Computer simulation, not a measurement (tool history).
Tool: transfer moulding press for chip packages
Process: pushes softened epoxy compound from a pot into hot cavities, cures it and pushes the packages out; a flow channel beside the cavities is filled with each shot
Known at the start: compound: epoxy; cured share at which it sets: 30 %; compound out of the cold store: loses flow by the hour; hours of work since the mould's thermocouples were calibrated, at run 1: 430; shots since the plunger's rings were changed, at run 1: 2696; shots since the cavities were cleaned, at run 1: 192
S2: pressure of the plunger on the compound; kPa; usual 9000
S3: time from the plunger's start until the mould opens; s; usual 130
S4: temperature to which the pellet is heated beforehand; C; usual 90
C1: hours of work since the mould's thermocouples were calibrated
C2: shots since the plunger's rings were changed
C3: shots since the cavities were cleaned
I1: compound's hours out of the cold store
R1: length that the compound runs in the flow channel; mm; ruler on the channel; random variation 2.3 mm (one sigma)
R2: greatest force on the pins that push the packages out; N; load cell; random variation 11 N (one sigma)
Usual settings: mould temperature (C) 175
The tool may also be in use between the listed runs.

Run 1, hour 0.0: usual settings; C1 430; C2 2696; C3 192; I1 37.0. Result: R1 501 mm, R2 587 N.
At hour 27.4: plunger's sealing rings changed.
At hour 48.2: cavities cleaned with cleaning compound and waxed.
Run 2, hour 96.2: usual settings; C1 481; C2 564; C3 402; I1 41.7. Result: R1 508 mm, R2 609 N.
At hour 113.1: cavities cleaned with cleaning compound and waxed.
At hour 135.3: mould's thermocouples calibrated.
Run 3, hour 171.1: usual settings; C1 20; C2 1163; C3 470; I1 43.3. Result: R1 495 mm, R2 647 N.
At hour 179.7: cavities cleaned with cleaning compound and waxed.
At hour 242.3: cavities cleaned with cleaning compound and waxed.
At hour 275.0: mould's thermocouples calibrated, once more.
Run 4, hour 275.0: usual settings; C1 0; C2 1992; C3 257; I1 16.5. Result: R1 555 mm, R2 633 N.
At hour 306.7: cavities cleaned with cleaning compound and waxed.
Run 5, hour 349.1: usual settings but S2 7470 kPa; C1 40; C2 2601; C3 355; I1 38.6. Result: R1 451 mm, R2 609 N.
At hour 370.3: cavities cleaned with cleaning compound and waxed.
At hour 385.3: plunger's sealing rings changed.
At hour 436.7: cavities cleaned with cleaning compound and waxed.
Run 6, hour 444.3: usual settings but mould temperature (C) 182; C1 89; C2 482; C3 64; I1 39.3. Result: R1 501 mm, R2 403 N.
At hour 498.4: cavities cleaned with cleaning compound and waxed.
Run 7, hour 534.2: usual settings but mould temperature (C) 169, S3 162 s, S4 92 C; C1 138; C2 1223; C3 300; I1 19.3. Result: R1 569 mm, R2 616 N.
At hour 566.6: cavities cleaned with cleaning compound and waxed.
Run 8, hour 592.5: usual settings but mould temperature (C) 169, S3 162 s, S4 92 C; C1 169; C2 1699; C3 217; I1 25.3. Result: R1 548 mm, R2 584 N.
At hour 630.8: cavities cleaned with cleaning compound and waxed.
Run 9, hour 636.2: usual settings but mould temperature (C) 179, S2 7800 kPa, S3 133 s, S4 83 C; C1 192; C2 2053; C3 45; I1 42.4. Result: R1 452 mm, R2 421 N.
At hour 694.1: cavities cleaned with cleaning compound and waxed.
Run 10, hour 708.8: usual settings but mould temperature (C) 179, S2 7800 kPa, S3 133 s, S4 83 C; C1 231; C2 2649; C3 123; I1 8.4. Result: R1 523 mm, R2 465 N.
At hour 739.9: plunger's sealing rings changed.
At hour 766.4: cavities cleaned with cleaning compound and waxed.
Run 11, hour 807.9: usual settings but mould temperature (C) 179, S2 7800 kPa, S3 133 s, S4 83 C; C1 283; C2 557; C3 348; I1 47.6. Result: R1 455 mm, R2 486 N.

4 ways to go on from here, each from the tool as it stands after run 11. What would each give?
At hour 831.5: cavities cleaned with cleaning compound and waxed.
At hour 897.5: cavities cleaned with cleaning compound and waxed.
Run A, hour 897.5: usual settings but mould temperature (C) 167, S2 9320 kPa, S3 121 s, S4 83 C; C1 331; C2 1284; C3 0; I1 22.4. Result: R1 ?, R2 ?.
At hour 831.5: cavities cleaned with cleaning compound and waxed.
At hour 897.5: cavities cleaned with cleaning compound and waxed.
Run B, hour 897.5: usual settings but mould temperature (C) 177, S4 93 C; C1 331; C2 1284; C3 0; I1 45.5. Result: R1 ?, R2 ?.
At hour 831.5: cavities cleaned with cleaning compound and waxed.
At hour 897.5: cavities cleaned with cleaning compound and waxed.
Run C, hour 897.5: usual settings but mould temperature (C) 172, S2 8130 kPa; C1 331; C2 1284; C3 0; I1 18.4. Result: R1 ?, R2 ?.
At hour 831.5: cavities cleaned with cleaning compound and waxed.
At hour 897.5: cavities cleaned with cleaning compound and waxed.
Run D, hour 897.5: usual settings but S2 7550 kPa, S3 122 s; C1 331; C2 1284; C3 0; I1 28.4. Result: R1 ?, R2 ?.

run   R1    R2
  A  578  1110
  B  487   438
  C  534   656
  D  486   593
Without the tool's hidden state the same runs would have given:
run   R1    R2
  A  591  1131
  B  498   442
  C  547   672
  D  497   605
